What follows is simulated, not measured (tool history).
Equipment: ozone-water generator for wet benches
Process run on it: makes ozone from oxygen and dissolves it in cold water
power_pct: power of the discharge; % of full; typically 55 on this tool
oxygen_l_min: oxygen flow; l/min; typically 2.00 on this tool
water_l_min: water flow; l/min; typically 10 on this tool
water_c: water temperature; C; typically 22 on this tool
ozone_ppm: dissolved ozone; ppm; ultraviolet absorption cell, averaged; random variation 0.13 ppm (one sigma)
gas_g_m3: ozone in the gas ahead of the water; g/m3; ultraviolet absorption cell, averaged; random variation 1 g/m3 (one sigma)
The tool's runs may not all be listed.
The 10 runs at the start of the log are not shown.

run    hour  power_pct  oxygen_l_min  water_l_min  water_c  hours of work since the electrodes were changed  hours of work since the contactor was cleaned  hours of work since the thermometer was calibrated  ozone_ppm  gas_g_m3
 11  1244.1         55          2.00           10       22                                             5916                                           5493                                                3137       11.7     162.7
 12  1334.2         55          2.00           10       22                                             5989                                           5566                                                3210       11.6     163.0
 13  1448.0         55          2.00           12       22                                             6081                                           5658                                                3302        9.5     163.3
 14  1543.2         55          2.00           10       22                                             6158                                           5735                                                3380       11.7     162.0
 15  1675.1         55          2.00           10       22                                             6265                                           5842                                                3487       11.3     161.4
 16  1795.4         55          2.00           10       22                                             6363                                           5940                                                3584       11.3     160.8
 17  1876.9         55          2.00           10       22                                             6429                                           6006                                                3650       11.6     160.1
 18  2003.3         89          1.74           10       22                                             6531                                           6108                                                3752       14.1     219.7
 19  2139.5         70          2.00            8       18                                             6642                                           6219                                                3863       16.7     179.9
     2185.1  -- contactor cleaned
 20  2297.1         47          1.42           10       22                                             6766                                             91                                                3987       11.2     183.8
 21  2380.0         47          1.42           10       22                                             6833                                            158                                                4055       11.2     184.6
 22  2523.7         63          2.00           10       22                                             6950                                            274                                                4171       12.9     172.4
 23  2634.4         60          2.40           10       14                                             7040                                            364                                                4261       13.6     148.8
 24  2707.1         74          2.00           10       22                                             7098                                            423                                                4320       13.4     181.1
 25  2864.4         55          2.00           10       22                                             7226                                            551                                                4447       11.7     157.2
 26  2939.8         55          2.00           10       22                                             7287                                            612                                                4508       11.7     157.8
 27  3023.5         54          2.00            9       22                                             7355                                            680                                                4576       13.2     156.5
 28  3142.1         55          2.00            7       22                                             7451                                            776                                                4672       16.5     159.0
 29  3233.0         55          2.00           14       22                                             7525                                            849                                                4746        8.0     156.5
 30  3346.6         48          1.16           14       22                                             7617                                            941                                                4838        7.3     207.4
 31  3430.8         48          1.16            6       22                                             7685                                           1010                                                4906       18.6     208.3

Run 32, settings as shown, results not yet in. Your forecast:
     3456.5  -- water thermometer calibrated
 32  3589.9         48          1.01            6       18                                             7813                                           1138                                                 108          ?         ?

ozone_ppm: 19.5 ppm
gas_g_m3: 226.0 g/m3
Minus the tool's unlogged condition, the same run would have read ozone_ppm 22.5 ppm, gas_g_m3 258.1 g/m3.
